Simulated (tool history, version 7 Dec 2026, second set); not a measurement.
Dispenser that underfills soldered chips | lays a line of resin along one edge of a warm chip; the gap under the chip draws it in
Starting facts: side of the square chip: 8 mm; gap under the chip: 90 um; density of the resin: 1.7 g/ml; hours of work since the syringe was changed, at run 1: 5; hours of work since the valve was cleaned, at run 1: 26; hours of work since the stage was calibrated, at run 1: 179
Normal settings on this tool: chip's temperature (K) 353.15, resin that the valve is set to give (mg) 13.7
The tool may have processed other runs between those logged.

run	day	chip's temperature (K)	resin that the valve is set to give (mg)	hours of work since the syringe was changed	hours of work since the valve was cleaned	hours of work since the stage was calibrated	time until the resin shows at the far edge (s)	resin that the valve gave (mg)
1	0.000	353.15	13.7	5	26	179	18.4	13.50
# day 0.204: new syringe of resin
2	0.321	353.15	13.7	2	31	184	16.6	13.43
# day 0.658: new syringe of resin
3	0.658	353.15	13.7	0	38	191	14.9	13.38
4	0.900	353.15	13.7	5	42	195	17.2	13.39
# day 1.121: new syringe of resin
# day 1.250: dispensing valve cleaned and set on the balance
5	1.250	353.15	13.7	2	0	201	16.4	13.75
# day 1.629: new syringe of resin
6	1.838	353.15	13.7	4	11	212	17.6	13.55
# day 2.083: new syringe of resin
7	2.333	353.15	13.7	5	20	221	17.3	13.51
# day 2.558: new syringe of resin
8	2.717	353.15	13.7	3	27	228	16.8	13.45
# day 3.021: new syringe of resin
9	3.021	353.15	13.7	0	32	233	14.9	13.39
# day 3.517: new syringe of resin
10	3.558	353.15	13.7	1	42	243	14.8	13.32
11	3.804	353.15	15.8	5	47	248	17.8	15.33
# day 3.900: dispensing valve cleaned and set on the balance
# day 4.042: new syringe of resin
12	4.325	342.15	15.1	5	8	256	29.1	15.14
# day 4.504: new syringe of resin
13	4.717	359.15	17.7	4	15	264	12.7	17.55
# day 4.983: new syringe of resin
14	5.292	342.15	12.5	6	25	274	31.5	12.32
# day 5.450: new syringe of resin
15	5.571	342.15	12.5	2	30	279	27.3	12.28
# day 5.929: new syringe of resin
16	5.971	367.15	12.9	1	38	287	8.9	12.68
# day 6.388: new syringe of resin
# day 6.571: dispensing valve cleaned and set on the balance
17	6.592	343.15	12.3	3	0	297	26.3	12.35
# day 6.900: new syringe of resin
18	7.033	340.15	16.0	3	8	305	28.4	15.93
# day 7.362: new syringe of resin
19	7.621	340.15	16.0	5	19	316	30.9	15.92

Run 20 has not been measured yet. What should we expect?
# day 7.821: new syringe of resin
20	7.875	349.15	16.8	1	24	321	?	?

time until the resin shows at the far edge (s): 16.9
resin that the valve gave (mg): 16.58
On a tool with no hidden condition, and with the same random variation, this run would have come out at time until the resin shows at the far edge (s) 18.2, resin that the valve gave (mg) 16.76.
